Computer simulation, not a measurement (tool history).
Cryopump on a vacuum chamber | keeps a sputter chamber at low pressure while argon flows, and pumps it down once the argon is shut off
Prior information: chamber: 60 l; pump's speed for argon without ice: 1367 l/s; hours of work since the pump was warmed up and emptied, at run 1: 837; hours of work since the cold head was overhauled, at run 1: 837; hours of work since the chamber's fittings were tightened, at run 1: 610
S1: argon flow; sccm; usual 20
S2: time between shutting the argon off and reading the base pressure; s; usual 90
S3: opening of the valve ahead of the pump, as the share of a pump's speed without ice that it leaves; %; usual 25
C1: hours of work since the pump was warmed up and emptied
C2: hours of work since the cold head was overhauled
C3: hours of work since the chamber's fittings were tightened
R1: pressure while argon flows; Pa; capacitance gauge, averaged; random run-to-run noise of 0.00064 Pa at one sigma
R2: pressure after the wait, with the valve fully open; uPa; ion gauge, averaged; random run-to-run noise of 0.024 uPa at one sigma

run	hour	S1	S2	S3	C1	C2	C3	R1	R2
1	0	20	90	25	837	837	610	0.1063	1.84
2	28.3	20	90	25	858	858	631	0.1062	1.92
3	59.5	20	90	25	881	881	654	0.1064	1.93
4	76.2	20	90	25	894	894	667	0.107	1.93
5	106.7	20	90	25	916	916	689	0.108	1.96
6	125.1	20	90	25	930	930	703	0.1077	2.06
7	146	20	90	25	945	945	719	0.1083	2.14
8	172.6	20	90	25	965	965	738	0.1081	2.07
9	204.1	20	90	25	989	989	762	0.1076	2.09
10	223	20	90	25	1003	1003	776	0.1075	2.17
11	243.7	20	90	25	1018	1018	791	0.1085	2.17
12	275.5	20	28	25	1042	1042	815	0.1085	3.63
13	296	20	28	25	1057	1057	830	0.1091	3.73
14	324.5	20	28	25	1078	1078	851	0.1102	3.78
15	356.9	40	90	45	1102	1102	875	0.1304	2.39
16	388.7	8	66	18	1126	1126	899	0.0594	2.68
17	421.1	8	66	18	1150	1150	923	0.0598	2.83
18	452.3	34	186	34	1173	1173	946	0.1444	2.28
# hour 465.7: pump warmed up, emptied and cooled again
19	476.9	34	186	34	8	1188	961	0.1245	1.72
20	512.8	34	186	34	35	1214	988	0.1254	1.67
21	533.5	34	186	34	50	1230	1003	0.1248	1.72
22	557	34	186	36	68	1247	1020	0.1189	1.75
23	590	20	90	20	92	1272	1045	0.1248	2.11
24	612.3	20	90	18	109	1288	1061	0.1387	2.18
25	631.4	20	90	18	123	1302	1076	0.1393	2.21
26	661	20	53	25	145	1324	1098	0.1003	2.68

3 options for the next run, each taken on its own from the tool as it stands now. Forecast them:
A	688	20	90	23	165	1344	1118	?	?
B	688	20	47	25	165	1344	1118	?	?
C	688	8	90	25	165	1344	1118	?	?

run	R1	R2
A	0.1098	2.34
B	0.1002	2.81
C	0.0406	2.28
The same runs, with their run-to-run variation unchanged, on a tool lacking any hidden condition would have given:
run	R1	R2
A	0.1082	0.9
B	0.0986	1.42
C	0.04	0.87
